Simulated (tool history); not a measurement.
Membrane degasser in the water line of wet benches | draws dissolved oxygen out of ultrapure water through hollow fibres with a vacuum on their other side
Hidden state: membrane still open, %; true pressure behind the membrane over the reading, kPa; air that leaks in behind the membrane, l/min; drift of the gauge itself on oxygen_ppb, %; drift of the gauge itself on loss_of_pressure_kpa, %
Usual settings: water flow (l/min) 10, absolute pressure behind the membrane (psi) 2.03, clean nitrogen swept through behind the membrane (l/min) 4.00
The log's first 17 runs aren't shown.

| run | hour | water flow (l/min) | absolute pressure behind the membrane (psi) | clean nitrogen swept through behind the membrane (l/min) | hours since the membrane was changed | hours since the vacuum gauge was calibrated | hours since the vacuum lines were made tight | dissolved oxygen in the water behind the degasser (ppb) | pressure that the water loses in the fibres (psi) |
|---|---|---|---|---|---|---|---|---|---|
| 18 | 1314.2 | 10 | 2.03 | 11.20 | 5016 | 1654 | 6916 | 40.8 | 7.422 |
| 19 | 1380.0 | 10 | 2.32 | 3.48 | 5082 | 1720 | 6982 | 106.4 | 7.448 |
| 20 | 1479.9 | 7 | 2.32 | 3.48 | 5182 | 1820 | 7082 | 71.2 | 5.217 |
| 21 | 1576.7 | 10 | 4.34 | 4.00 | 5278 | 1916 | 7179 | 180.7 | 7.503 |
| 22 | 1672.4 | 10 | 4.34 | 4.00 | 5374 | 2012 | 7274 | 176.5 | 7.422 |
| 23 | 1772.5 | 10 | 4.34 | 4.00 | 5474 | 2112 | 7374 | 178.8 | 7.458 |
| 24 | 1823.3 | 6 | 2.18 | 4.00 | 5525 | 2163 | 7425 | 49.4 | 4.460 |
| 25 | 1928.3 | 6 | 2.18 | 4.00 | 5630 | 2268 | 7530 | 48.4 | 4.477 |
| 26 | 2002.1 | 10 | 4.13 | 4.00 | 5704 | 2342 | 7604 | 170.0 | 7.530 |
| 27 | 2085.0 | 6 | 4.13 | 1.77 | 5787 | 2425 | 7687 | 211.2 | 4.441 |
| 28 | 2193.0 | 12 | 4.13 | 3.65 | 5895 | 2533 | 7795 | 219.7 | 8.891 |
|  | 2257.4 | seals of the vacuum lines changed |
| 29 | 2302.6 | 9 | 1.62 | 4.09 | 6002 | 2640 | 45 | 56.2 | 6.728 |
| 30 | 2347.5 | 10 | 2.03 | 10.10 | 6047 | 2685 | 90 | 42.6 | 7.490 |
| 31 | 2426.5 | 10 | 2.03 | 10.10 | 6126 | 2764 | 169 | 43.5 | 7.453 |

Forecast each of these 4 alternatives for the next run:
| A | 2532.4 | 10 | 1.23 | 2.61 | 6232 | 2870 | 275 | ? | ? |
| B | 2532.4 | 9 | 2.03 | 1.91 | 6232 | 2870 | 275 | ? | ? |
| C | 2532.4 | 12 | 2.58 | 3.97 | 6232 | 2870 | 275 | ? | ? |
| D | 2532.4 | 10 | 2.03 | 7.94 | 6232 | 2870 | 275 | ? | ? |

| run | dissolved oxygen in the water behind the degasser (ppb) | pressure that the water loses in the fibres (psi) |
|---|---|---|
| A | 64.7 | 7.493 |
| B | 137.3 | 6.656 |
| C | 131.6 | 8.956 |
| D | 50.1 | 7.516 |
Without the tool's hidden state the same runs would have given:
| run | dissolved oxygen in the water behind the degasser (ppb) | pressure that the water loses in the fibres (psi) |
|---|---|---|
| A | 64.6 | 7.487 |
| B | 137.2 | 6.650 |
| C | 131.4 | 8.949 |
| D | 50.0 | 7.510 |
